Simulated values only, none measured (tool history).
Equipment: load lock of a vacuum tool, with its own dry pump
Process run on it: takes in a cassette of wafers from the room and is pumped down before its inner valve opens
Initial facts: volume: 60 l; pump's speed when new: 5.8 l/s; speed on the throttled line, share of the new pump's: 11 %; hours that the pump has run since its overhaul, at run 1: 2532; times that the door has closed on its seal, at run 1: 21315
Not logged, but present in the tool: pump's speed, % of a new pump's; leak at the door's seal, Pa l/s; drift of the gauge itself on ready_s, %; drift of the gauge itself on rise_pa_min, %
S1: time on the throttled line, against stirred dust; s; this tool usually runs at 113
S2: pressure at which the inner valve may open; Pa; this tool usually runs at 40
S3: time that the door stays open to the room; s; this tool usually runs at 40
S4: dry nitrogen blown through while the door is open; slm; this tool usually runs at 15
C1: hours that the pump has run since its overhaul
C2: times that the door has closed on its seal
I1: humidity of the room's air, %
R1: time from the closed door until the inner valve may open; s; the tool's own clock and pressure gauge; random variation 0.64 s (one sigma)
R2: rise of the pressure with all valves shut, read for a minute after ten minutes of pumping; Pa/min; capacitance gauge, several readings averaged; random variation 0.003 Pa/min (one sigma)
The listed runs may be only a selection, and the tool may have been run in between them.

{"run": 1, "hour": 0.0, "S1": 113, "S2": 40, "S3": 40, "S4": 15, "C1": 2532, "C2": 21315, "I1": 44.1, "R1": 181.8, "R2": 0.153}
{"run": 2, "hour": 147.1, "S1": 113, "S2": 40, "S3": 40, "S4": 15, "C1": 2679, "C2": 22037, "I1": 42.7, "R1": 182.4, "R2": 0.154}
{"run": 3, "hour": 286.4, "S1": 113, "S2": 40, "S3": 40, "S4": 15, "C1": 2818, "C2": 22720, "I1": 43.2, "R1": 182.4, "R2": 0.162}
{"run": 4, "hour": 516.2, "S1": 113, "S2": 46, "S3": 40, "S4": 15, "C1": 3048, "C2": 23848, "I1": 47.3, "R1": 181.2, "R2": 0.184}
{"run": 5, "hour": 677.8, "S1": 113, "S2": 46, "S3": 40, "S4": 15, "C1": 3210, "C2": 24640, "I1": 42.1, "R1": 180.9, "R2": 0.185}
{"run": 6, "hour": 804.3, "S1": 113, "S2": 37, "S3": 40, "S4": 15, "C1": 3336, "C2": 25261, "I1": 39.9, "R1": 183.3, "R2": 0.192}
{"run": 7, "hour": 1002.5, "S1": 82, "S2": 37, "S3": 40, "S4": 5, "C1": 3534, "C2": 26234, "I1": 43.7, "R1": 156.6, "R2": 0.218}
{"run": 8, "hour": 1254.0, "S1": 82, "S2": 37, "S3": 40, "S4": 5, "C1": 3786, "C2": 27467, "I1": 45.7, "R1": 157.6, "R2": 0.227}
{"run": 9, "hour": 1435.0, "S1": 113, "S2": 49, "S3": 75, "S4": 15, "C1": 3967, "C2": 28355, "I1": 43.7, "R1": 180.7, "R2": 0.232}
{"run": 10, "hour": 1619.8, "S1": 157, "S2": 64, "S3": 30, "S4": 34, "C1": 4152, "C2": 29262, "I1": 41.9, "R1": 217.9, "R2": 0.219}
{"run": 11, "hour": 1780.7, "S1": 176, "S2": 34, "S3": 223, "S4": 34, "C1": 4312, "C2": 30051, "I1": 46.5, "R1": 240.4, "R2": 0.265}
{"run": 12, "hour": 1916.9, "S1": 57, "S2": 40, "S3": 124, "S4": 15, "C1": 4449, "C2": 30719, "I1": 42.1, "R1": 133.5, "R2": 0.274}

Pick out some run-to-run changes in R1. Of each, how much would a tool without hidden state show as well, from the settings, what came in and chance, and how much is left for the hidden state and any gauge scatter not in both results compared?
Run 10 -> 11: S1 157 -> 176, S2 64 -> 34, S3 30 -> 223. R1 +22.5 s: hidden state +0.4, all else +22.1.
Run 11 -> 12: S1 176 -> 57, S2 34 -> 40, S3 223 -> 124, S4 34 -> 15. R1 -106.9 s: hidden state +0.3, all else -107.2.
